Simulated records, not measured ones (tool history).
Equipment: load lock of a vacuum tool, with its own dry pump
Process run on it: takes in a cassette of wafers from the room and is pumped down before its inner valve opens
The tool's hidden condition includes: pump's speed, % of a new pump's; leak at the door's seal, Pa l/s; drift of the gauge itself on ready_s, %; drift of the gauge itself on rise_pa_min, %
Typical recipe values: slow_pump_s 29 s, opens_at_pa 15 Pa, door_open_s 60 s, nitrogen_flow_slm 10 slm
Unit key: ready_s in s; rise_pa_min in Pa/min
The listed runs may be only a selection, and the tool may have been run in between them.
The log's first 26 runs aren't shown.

run	hour	slow_pump_s	opens_at_pa	door_open_s	nitrogen_flow_slm	hours that the pump has run since its overhaul	times that the door has closed on its seal	incoming humidity of the room's air, %	ready_s	rise_pa_min
27	1650.3	28	17	228	6	313	3787	48.1	60.6	0.151
28	1720.8	28	17	228	6	384	3874	44.7	60.2	0.140
29	1787.4	29	14	55	10	450	3957	41.0	62.2	0.061
30	1849.1	20	22	38	13	512	4033	46.3	53.7	0.052
31	1917.8	20	15	44	5	581	4118	46.2	55.3	0.072
32	1996.6	29	14	60	10	659	4216	46.0	62.5	0.067
33	2077.3	29	15	59	34	740	4316	45.2	62.1	0.047
34	2168.2	29	15	59	34	831	4428	44.5	62.1	0.045
35	2232.4	43	15	60	10	895	4508	44.7	73.1	0.064
36	2284.9	43	15	60	10	948	4573	48.4	73.2	0.071
37	2342.4	29	12	60	4	1005	4644	43.9	63.0	0.073

Alternative continuations, all from the tool just after run 37; predict every row:
A	2401.6	21	15	28	40	1064	4717	47.6	?	?
B	2401.6	21	28	50	4	1064	4717	46.8	?	?
C	2401.6	29	30	60	42	1064	4717	41.9	?	?

run	ready_s	rise_pa_min
A	55.6	0.032
B	53.9	0.077
C	59.0	0.037
Take away the tool's hidden state, keep each run's random variation, and the runs would have read:
run	ready_s	rise_pa_min
A	55.0	0.019
B	53.3	0.065
C	58.5	0.025
